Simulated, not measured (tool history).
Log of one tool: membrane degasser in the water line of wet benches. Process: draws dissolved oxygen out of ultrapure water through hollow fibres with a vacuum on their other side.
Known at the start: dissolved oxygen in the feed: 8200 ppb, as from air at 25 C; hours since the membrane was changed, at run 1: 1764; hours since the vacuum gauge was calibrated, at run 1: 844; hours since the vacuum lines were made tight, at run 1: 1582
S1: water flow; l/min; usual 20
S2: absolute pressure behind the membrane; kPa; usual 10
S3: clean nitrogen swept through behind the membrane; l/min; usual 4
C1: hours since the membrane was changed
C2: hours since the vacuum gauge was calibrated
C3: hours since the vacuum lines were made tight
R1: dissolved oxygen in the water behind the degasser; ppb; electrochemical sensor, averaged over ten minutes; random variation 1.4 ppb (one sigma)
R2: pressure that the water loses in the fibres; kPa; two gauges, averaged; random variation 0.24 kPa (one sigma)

Run 1, hour 0: usual settings; C1 1764; C2 844; C3 1582. Result: R1 138.1 ppb, R2 62.17 kPa.
Run 2, hour 23.6: usual settings but S2 7.2 kPa; C1 1787; C2 867; C3 1605. Result: R1 102.1 ppb, R2 62.43 kPa.
Run 3, hour 64.6: usual settings but S3 4.8 l/min; C1 1828; C2 908; C3 1646. Result: R1 123.7 ppb, R2 62.46 kPa.
Run 4, hour 98.5: usual settings; C1 1862; C2 942; C3 1680. Result: R1 136.8 ppb, R2 62.64 kPa.
Run 5, hour 120.9: usual settings but S1 15 l/min; C1 1884; C2 965; C3 1703. Result: R1 75.7 ppb, R2 46.71 kPa.
Run 6, hour 142.3: usual settings but S1 15 l/min; C1 1906; C2 986; C3 1724. Result: R1 76.7 ppb, R2 46.62 kPa.
Run 7, hour 168.9: usual settings but S1 15 l/min; C1 1932; C2 1013; C3 1751. Result: R1 75 ppb, R2 46.82 kPa.
Run 8, hour 197.4: usual settings but S1 15 l/min; C1 1961; C2 1041; C3 1779. Result: R1 76.7 ppb, R2 47.12 kPa.
Run 9, hour 218.3: usual settings but S1 15 l/min; C1 1982; C2 1062; C3 1800. Result: R1 75.8 ppb, R2 47.09 kPa.
Run 10, hour 244.6: usual settings but S1 15 l/min; C1 2008; C2 1088; C3 1826. Result: R1 75.2 ppb, R2 47.22 kPa.
Run 11, hour 283.7: usual settings; C1 2047; C2 1127; C3 1866. Result: R1 139.1 ppb, R2 62.57 kPa.
Run 12, hour 328.1: usual settings; C1 2092; C2 1172; C3 1910. Result: R1 137.3 ppb, R2 63.1 kPa.
Run 13, hour 369.2: usual settings but S2 17 kPa; C1 2133; C2 1213; C3 1951. Result: R1 219.8 ppb, R2 62.62 kPa.
Run 14, hour 402.2: usual settings but S2 17 kPa; C1 2166; C2 1246; C3 1984. Result: R1 219.2 ppb, R2 62.99 kPa.
Run 15, hour 434: usual settings; C1 2198; C2 1278; C3 2016. Result: R1 133.7 ppb, R2 63.15 kPa.
Run 16, hour 479.7: usual settings but S1 15 l/min, S2 19.8 kPa; C1 2243; C2 1323; C3 2062. Result: R1 165.4 ppb, R2 47.31 kPa.
Run 17, hour 518.3: usual settings but S1 15 l/min, S2 19.8 kPa; C1 2282; C2 1362; C3 2100. Result: R1 164.5 ppb, R2 47.06 kPa.
Run 18, hour 558.8: usual settings but S1 26 l/min, S2 8.5 kPa, S3 9.58 l/min; C1 2322; C2 1402; C3 2141. Result: R1 180.1 ppb, R2 81.87 kPa.
Run 19, hour 602.7: usual settings but S1 26 l/min, S2 8.5 kPa, S3 2.62 l/min; C1 2366; C2 1446; C3 2185. Result: R1 264.5 ppb, R2 82.15 kPa.
Run 20, hour 631.6: usual settings but S1 15 l/min, S2 14.4 kPa; C1 2395; C2 1475; C3 2213. Result: R1 117.4 ppb, R2 47.86 kPa.
Run 21, hour 667.4: usual settings but S1 14 l/min, S2 14.4 kPa, S3 9.82 l/min; C1 2431; C2 1511; C3 2249. Result: R1 49.1 ppb, R2 44.34 kPa.
Run 22, hour 713: usual settings but S2 9.1 kPa; C1 2477; C2 1557; C3 2295. Result: R1 124.7 ppb, R2 63.53 kPa.
Run 23, hour 742.1: usual settings but S1 25 l/min, S2 20.4 kPa; C1 2506; C2 1586; C3 2324. Result: R1 371.2 ppb, R2 78.98 kPa.
Run 24, hour 789.9: usual settings but S1 25 l/min, S2 20.4 kPa; C1 2553; C2 1634; C3 2372. Result: R1 369.2 ppb, R2 79.39 kPa.
Run 25, hour 809.6: usual settings but S1 29 l/min, S2 18.3 kPa, S3 5.09 l/min; C1 2573; C2 1653; C3 2391. Result: R1 400.1 ppb, R2 92.27 kPa.
Run 26, hour 840.5: usual settings but S1 29 l/min, S2 18.3 kPa, S3 5.09 l/min; C1 2604; C2 1684; C3 2422. Result: R1 401.8 ppb, R2 92.03 kPa.
Run 27, hour 867.3: usual settings but S1 17 l/min, S2 18.3 kPa, S3 5.09 l/min; C1 2631; C2 1711; C3 2449. Result: R1 148 ppb, R2 54.49 kPa.
Run 28, hour 904: usual settings but S1 17 l/min, S2 18.3 kPa, S3 5.09 l/min; C1 2668; C2 1748; C3 2486. Result: R1 147.9 ppb, R2 54.29 kPa.
Run 29, hour 941: usual settings but S1 24 l/min, S2 7.3 kPa, S3 11.99 l/min; C1 2705; C2 1785; C3 2523. Result: R1 130.2 ppb, R2 76.53 kPa.

Forecast each of these 3 alternatives for the next run:
At hour 954.6: gauge calibrated.
Run A, hour 968.4: usual settings but S1 16 l/min, S2 6.9 kPa, S3 8.51 l/min; C1 2732; C2 1812; C3 2550. Result: R1 ?, R2 ?.
At hour 954.6: gauge calibrated.
Run B, hour 968.4: usual settings but S2 6 kPa; C1 2732; C2 1812; C3 2550. Result: R1 ?, R2 ?.
At hour 954.6: gauge calibrated.
Run C, hour 968.4: usual settings but S1 16 l/min, S2 6.1 kPa, S3 3.37 l/min; C1 2732; C2 1812; C3 2550. Result: R1 ?, R2 ?.

run    R1     R2
  A  37.4  50.23
  B  87.7  62.24
  C  53.1  49.71
Without the tool's hidden state the same runs would have given:
run    R1     R2
  A  37.3  50.17
  B  87.4  62.17
  C    53  49.66

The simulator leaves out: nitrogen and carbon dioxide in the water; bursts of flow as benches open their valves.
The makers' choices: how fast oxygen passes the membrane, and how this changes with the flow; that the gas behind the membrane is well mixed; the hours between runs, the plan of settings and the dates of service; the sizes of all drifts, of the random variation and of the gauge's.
